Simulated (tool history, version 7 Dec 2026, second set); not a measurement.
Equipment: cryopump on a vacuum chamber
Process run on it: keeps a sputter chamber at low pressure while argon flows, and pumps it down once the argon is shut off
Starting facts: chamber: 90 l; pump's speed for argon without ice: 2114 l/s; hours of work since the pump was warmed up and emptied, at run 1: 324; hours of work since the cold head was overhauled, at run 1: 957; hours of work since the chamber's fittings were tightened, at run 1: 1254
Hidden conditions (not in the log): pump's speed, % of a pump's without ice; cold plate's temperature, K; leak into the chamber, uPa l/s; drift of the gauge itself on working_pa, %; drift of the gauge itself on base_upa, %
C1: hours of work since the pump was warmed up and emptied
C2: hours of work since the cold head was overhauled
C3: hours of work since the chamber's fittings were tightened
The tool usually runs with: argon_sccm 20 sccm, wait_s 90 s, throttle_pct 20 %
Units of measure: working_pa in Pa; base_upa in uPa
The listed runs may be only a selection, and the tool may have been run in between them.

Run 1, hour 0.0: usual settings; C1 324; C2 957; C3 1254. Result: working_pa 0.0816 Pa, base_upa 0.84 uPa.
Run 2, hour 27.1: usual settings; C1 347; C2 979; C3 1276. Result: working_pa 0.0826 Pa, base_upa 0.88 uPa.
Run 3, hour 54.7: usual settings but wait_s 75 s; C1 370; C2 1002; C3 1299. Result: working_pa 0.0824 Pa, base_upa 0.91 uPa.
Run 4, hour 77.9: usual settings but wait_s 75 s; C1 389; C2 1022; C3 1319. Result: working_pa 0.0822 Pa, base_upa 0.95 uPa.
Run 5, hour 101.1: usual settings but throttle_pct 47 %; C1 409; C2 1041; C3 1338. Result: working_pa 0.0366 Pa, base_upa 0.86 uPa.
Run 6, hour 127.9: usual settings but throttle_pct 47 %; C1 431; C2 1063; C3 1360. Result: working_pa 0.0364 Pa, base_upa 0.89 uPa.
Run 7, hour 146.3: usual settings but throttle_pct 47 %; C1 446; C2 1079; C3 1376. Result: working_pa 0.0375 Pa, base_upa 0.88 uPa.
Run 8, hour 172.0: usual settings but throttle_pct 47 %; C1 468; C2 1100; C3 1397. Result: working_pa 0.0362 Pa, base_upa 0.86 uPa.
Run 9, hour 190.1: usual settings but throttle_pct 47 %; C1 483; C2 1115; C3 1412. Result: working_pa 0.0388 Pa, base_upa 0.87 uPa.
Run 10, hour 204.2: usual settings but throttle_pct 47 %; C1 494; C2 1127; C3 1424. Result: working_pa 0.0380 Pa, base_upa 0.88 uPa.
Run 11, hour 232.1: usual settings but throttle_pct 47 %; C1 518; C2 1150; C3 1447. Result: working_pa 0.0370 Pa, base_upa 0.91 uPa.
Run 12, hour 245.2: usual settings but throttle_pct 47 %; C1 529; C2 1161; C3 1458. Result: working_pa 0.0373 Pa, base_upa 0.88 uPa.
Run 13, hour 259.1: usual settings but argon_sccm 23 sccm, wait_s 60 s; C1 540; C2 1173; C3 1470. Result: working_pa 0.0966 Pa, base_upa 1.11 uPa.
Run 14, hour 279.6: usual settings but argon_sccm 9 sccm, wait_s 170 s; C1 557; C2 1190; C3 1487. Result: working_pa 0.0386 Pa, base_upa 0.66 uPa.
Run 15, hour 302.2: usual settings but wait_s 92 s, throttle_pct 36 %; C1 576; C2 1209; C3 1506. Result: working_pa 0.0486 Pa, base_upa 0.86 uPa.
Run 16, hour 316.6: usual settings but wait_s 92 s, throttle_pct 36 %; C1 588; C2 1221; C3 1518. Result: working_pa 0.0495 Pa, base_upa 0.87 uPa.
At hour 327.3: pump warmed up, emptied and cooled again.
Run 17, hour 341.1: usual settings but argon_sccm 22 sccm, wait_s 79 s, throttle_pct 34 %; C1 11; C2 1237; C3 1534. Result: working_pa 0.0521 Pa, base_upa 0.89 uPa.
Run 18, hour 362.8: usual settings but wait_s 105 s, throttle_pct 21 %; C1 30; C2 1255; C3 1552. Result: working_pa 0.0778 Pa, base_upa 0.75 uPa.
Run 19, hour 381.6: usual settings but wait_s 131 s, throttle_pct 59 %; C1 45; C2 1271; C3 1568. Result: working_pa 0.0279 Pa, base_upa 0.70 uPa.
Run 20, hour 396.9: usual settings but wait_s 131 s, throttle_pct 59 %; C1 58; C2 1283; C3 1580. Result: working_pa 0.0273 Pa, base_upa 0.71 uPa.
Run 21, hour 409.7: usual settings but throttle_pct 23 %; C1 69; C2 1294; C3 1591. Result: working_pa 0.0699 Pa, base_upa 0.86 uPa.
Run 22, hour 434.3: usual settings but argon_sccm 11 sccm, wait_s 31 s, throttle_pct 23 %; C1 89; C2 1314; C3 1612. Result: working_pa 0.0393 Pa, base_upa 1.84 uPa.
Run 23, hour 450.3: usual settings but argon_sccm 11 sccm, wait_s 72 s, throttle_pct 47 %; C1 102; C2 1328; C3 1625. Result: working_pa 0.0191 Pa, base_upa 0.95 uPa.
Run 24, hour 462.5: usual settings but argon_sccm 11 sccm, wait_s 72 s, throttle_pct 47 %; C1 113; C2 1338; C3 1635. Result: working_pa 0.0184 Pa, base_upa 0.98 uPa.

Forecast each of these 3 alternatives for the next run:
Run A, hour 485.6: usual settings but argon_sccm 22 sccm, throttle_pct 59 %; C1 132; C2 1357; C3 1654. Result: working_pa ?, base_upa ?.
Run B, hour 485.6: usual settings but argon_sccm 9 sccm, wait_s 53 s, throttle_pct 18 %; C1 132; C2 1357; C3 1654. Result: working_pa ?, base_upa ?.
Run C, hour 485.6: usual settings but argon_sccm 8 sccm, wait_s 40 s, throttle_pct 37 %; C1 132; C2 1357; C3 1654. Result: working_pa ?, base_upa ?.

run  working_pa  base_upa
  A      0.0314      0.89
  B      0.0418      1.22
  C      0.0175      1.52
Take away the tool's hidden state, keep each run's random variation, and the runs would have read:
run  working_pa  base_upa
  A      0.0303      0.70
  B      0.0414      1.02
  C      0.0171      1.32
